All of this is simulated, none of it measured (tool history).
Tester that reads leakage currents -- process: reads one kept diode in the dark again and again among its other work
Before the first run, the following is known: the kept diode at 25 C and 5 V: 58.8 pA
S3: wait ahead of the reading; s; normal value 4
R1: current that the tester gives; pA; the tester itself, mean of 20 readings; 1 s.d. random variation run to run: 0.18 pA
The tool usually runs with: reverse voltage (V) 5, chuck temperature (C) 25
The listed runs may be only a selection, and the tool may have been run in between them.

{"run": 1, "hour": 0.0, "reverse voltage (V)": 5, "chuck temperature (C)": 25, "S3": 4, "R1": 59.84}
{"run": 2, "hour": 42.8, "reverse voltage (V)": 5, "chuck temperature (C)": 25, "S3": 4, "R1": 59.56}
{"run": 3, "hour": 92.1, "reverse voltage (V)": 5, "chuck temperature (C)": 25, "S3": 4, "R1": 59.57}
{"run": 4, "hour": 130.7, "reverse voltage (V)": 5, "chuck temperature (C)": 25, "S3": 4, "R1": 59.37}
{"run": 5, "hour": 176.4, "reverse voltage (V)": 5, "chuck temperature (C)": 25, "S3": 4, "R1": 59.44}
{"run": 6, "hour": 201.9, "reverse voltage (V)": 5, "chuck temperature (C)": 25, "S3": 4, "R1": 59.6}
{"run": 7, "hour": 237.5, "reverse voltage (V)": 5, "chuck temperature (C)": 25, "S3": 4, "R1": 59.32}
{"run": 8, "hour": 275.0, "reverse voltage (V)": 5, "chuck temperature (C)": 25, "S3": 4, "R1": 59.28}
{"run": 9, "hour": 320.2, "reverse voltage (V)": 5, "chuck temperature (C)": 25, "S3": 4, "R1": 59.15}
{"run": 10, "hour": 373.2, "reverse voltage (V)": 5, "chuck temperature (C)": 25, "S3": 4, "R1": 58.97}
{"run": 11, "hour": 413.6, "reverse voltage (V)": 5, "chuck temperature (C)": 25, "S3": 4, "R1": 59}
{"hour": 420.7, "done": "probe card cleaned and baked"}
{"run": 12, "hour": 469.0, "reverse voltage (V)": 5, "chuck temperature (C)": 25, "S3": 4, "R1": 49.59}
{"run": 13, "hour": 501.6, "reverse voltage (V)": 5, "chuck temperature (C)": 25, "S3": 4, "R1": 49.53}
{"run": 14, "hour": 530.3, "reverse voltage (V)": 5, "chuck temperature (C)": 25, "S3": 4, "R1": 49.9}
{"run": 15, "hour": 579.5, "reverse voltage (V)": 5, "chuck temperature (C)": 25, "S3": 4, "R1": 49.5}
{"hour": 594.4, "done": "chuck's temperature calibrated"}
{"run": 16, "hour": 623.5, "reverse voltage (V)": 2.03, "chuck temperature (C)": 25, "S3": 4, "R1": 45.63}
{"hour": 630.5, "done": "tester calibrated"}
{"run": 17, "hour": 669.7, "reverse voltage (V)": 1.26, "chuck temperature (C)": 25, "S3": 4, "R1": 39.38}
{"run": 18, "hour": 708.9, "reverse voltage (V)": 1.26, "chuck temperature (C)": 25, "S3": 4, "R1": 39.47}
{"run": 19, "hour": 764.0, "reverse voltage (V)": 1.94, "chuck temperature (C)": 25, "S3": 4, "R1": 44.6}
{"run": 20, "hour": 806.6, "reverse voltage (V)": 1.94, "chuck temperature (C)": 25, "S3": 4, "R1": 44.32}
{"run": 21, "hour": 832.3, "reverse voltage (V)": 1.94, "chuck temperature (C)": 25, "S3": 4, "R1": 44.53}
{"run": 22, "hour": 860.0, "reverse voltage (V)": 19.68, "chuck temperature (C)": 26, "S3": 0.53, "R1": 106.87}
{"run": 23, "hour": 907.4, "reverse voltage (V)": 11.04, "chuck temperature (C)": 46, "S3": 4, "R1": 365.8}
{"run": 24, "hour": 939.1, "reverse voltage (V)": 10.87, "chuck temperature (C)": 46, "S3": 1.92, "R1": 365.04}
{"hour": 962.6, "done": "tester calibrated, once more"}
{"run": 25, "hour": 966.0, "reverse voltage (V)": 10.87, "chuck temperature (C)": 46, "S3": 1.92, "R1": 357.83}
{"run": 26, "hour": 1008.0, "reverse voltage (V)": 5, "chuck temperature (C)": 55, "S3": 1.8, "R1": 514.88}
{"run": 27, "hour": 1041.4, "reverse voltage (V)": 3.53, "chuck temperature (C)": 31, "S3": 1.8, "R1": 83.35}
{"run": 28, "hour": 1086.3, "reverse voltage (V)": 8.52, "chuck temperature (C)": 26, "S3": 3.55, "R1": 76.14}
{"run": 29, "hour": 1125.1, "reverse voltage (V)": 1.16, "chuck temperature (C)": 45, "S3": 0.83, "R1": 163.28}
{"run": 30, "hour": 1160.9, "reverse voltage (V)": 1.09, "chuck temperature (C)": 41, "S3": 1, "R1": 119.85}
{"run": 31, "hour": 1201.3, "reverse voltage (V)": 18.57, "chuck temperature (C)": 25, "S3": 5.6, "R1": 93.76}
{"run": 32, "hour": 1231.3, "reverse voltage (V)": 18.57, "chuck temperature (C)": 25, "S3": 5.6, "R1": 93.9}
{"run": 33, "hour": 1271.1, "reverse voltage (V)": 4.66, "chuck temperature (C)": 25, "S3": 4, "R1": 56.85}
{"run": 34, "hour": 1298.4, "reverse voltage (V)": 2.61, "chuck temperature (C)": 25, "S3": 1.36, "R1": 46.53}
{"run": 35, "hour": 1331.2, "reverse voltage (V)": 2.61, "chuck temperature (C)": 25, "S3": 1.36, "R1": 46.6}
{"run": 36, "hour": 1387.0, "reverse voltage (V)": 1.2, "chuck temperature (C)": 31, "S3": 1.13, "R1": 57.33}
{"run": 37, "hour": 1418.8, "reverse voltage (V)": 3.86, "chuck temperature (C)": 31, "S3": 4.72, "R1": 83.38}
{"run": 38, "hour": 1448.5, "reverse voltage (V)": 3.86, "chuck temperature (C)": 31, "S3": 4.72, "R1": 82.9}
{"run": 39, "hour": 1489.8, "reverse voltage (V)": 3.86, "chuck temperature (C)": 31, "S3": 4.72, "R1": 82.61}

The same runs without the tool's hidden state, with the same run-to-run variation:
Hidden conditions of the tool in this case: stray current of the dirty probe card, pA a volt; current scale over the true one, %; true chuck temperature over the reading, C; drift of the gauge itself on leakage_pa, %.
run=1 R1=59.18
run=2 R1=59
run=3 R1=59.13
run=4 R1=59.03
run=5 R1=59.2
run=6 R1=59.43
run=7 R1=59.22
run=8 R1=59.26
run=9 R1=59.23
run=10 R1=59.16
run=11 R1=59.28
run=12 R1=58.82
run=13 R1=58.8
run=14 R1=59.29
run=15 R1=58.92
run=16 R1=44.75
run=17 R1=38.69
run=18 R1=38.92
run=19 R1=44.06
run=20 R1=43.93
run=21 R1=44.22
run=22 R1=101.42
run=23 R1=365.81
run=24 R1=366.02
run=25 R1=365.22
run=26 R1=530.99
run=27 R1=85.49
run=28 R1=75.83
run=29 R1=170.83
run=30 R1=125.89
run=31 R1=88.93
run=32 R1=88.93
run=33 R1=58.02
run=34 R1=48.36
run=35 R1=48.54
run=36 R1=61.3
run=37 R1=87.76
run=38 R1=87.47
run=39 R1=87.41

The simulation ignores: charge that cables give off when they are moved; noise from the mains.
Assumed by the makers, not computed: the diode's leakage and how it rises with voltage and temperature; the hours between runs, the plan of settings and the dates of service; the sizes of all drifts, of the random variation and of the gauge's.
